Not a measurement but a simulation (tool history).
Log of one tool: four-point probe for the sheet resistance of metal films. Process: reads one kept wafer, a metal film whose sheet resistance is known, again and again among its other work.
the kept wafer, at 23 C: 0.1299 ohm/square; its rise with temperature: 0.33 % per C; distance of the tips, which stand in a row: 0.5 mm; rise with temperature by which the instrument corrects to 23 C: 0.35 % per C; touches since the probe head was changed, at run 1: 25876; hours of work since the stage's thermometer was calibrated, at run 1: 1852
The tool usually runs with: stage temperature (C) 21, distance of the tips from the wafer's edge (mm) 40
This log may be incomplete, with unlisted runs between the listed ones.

run,hour,stage temperature (C),distance of the tips from the wafer's edge (mm),touches since the probe head was changed,hours of work since the stage's thermometer was calibrated,sheet resistance as the instrument gives it (ohm/square)
1,0.0,21,40,25876,1852,0.130625
2,69.7,21,40,27663,1886,0.130657
3,182.2,21,40,30550,1941,0.130705
4,262.9,21,40,32619,1981,0.130716
5,334.2,35,40,34448,2016,0.130364
6,433.9,35,40,37006,2065,0.130407
7,555.0,35,62,40114,2124,0.130428
8,627.1,21,51,41962,2160,0.130768
9,694.4,20,40,43688,2193,0.130816
10,761.4,20,40,45406,2225,0.130886
11,896.0,20,40,48860,2292,0.130845
12,969.1,21,40,50734,2327,0.130846
13,1064.0,21,40,53171,2374,0.130839
# hour 1130.5: stage's thermometer calibrated
14,1185.9,21,40,56283,27,0.130824
15,1271.6,32,40,58483,69,0.130505
16,1337.6,22,35,60174,102,0.130721

What will run 17 give?
17,1467.6,26,22,63509,165,?

sheet resistance as the instrument gives it (ohm/square): 0.130703
The same run, on a tool lacking any hidden state, would have yielded sheet resistance as the instrument gives it (ohm/square) 0.129838.

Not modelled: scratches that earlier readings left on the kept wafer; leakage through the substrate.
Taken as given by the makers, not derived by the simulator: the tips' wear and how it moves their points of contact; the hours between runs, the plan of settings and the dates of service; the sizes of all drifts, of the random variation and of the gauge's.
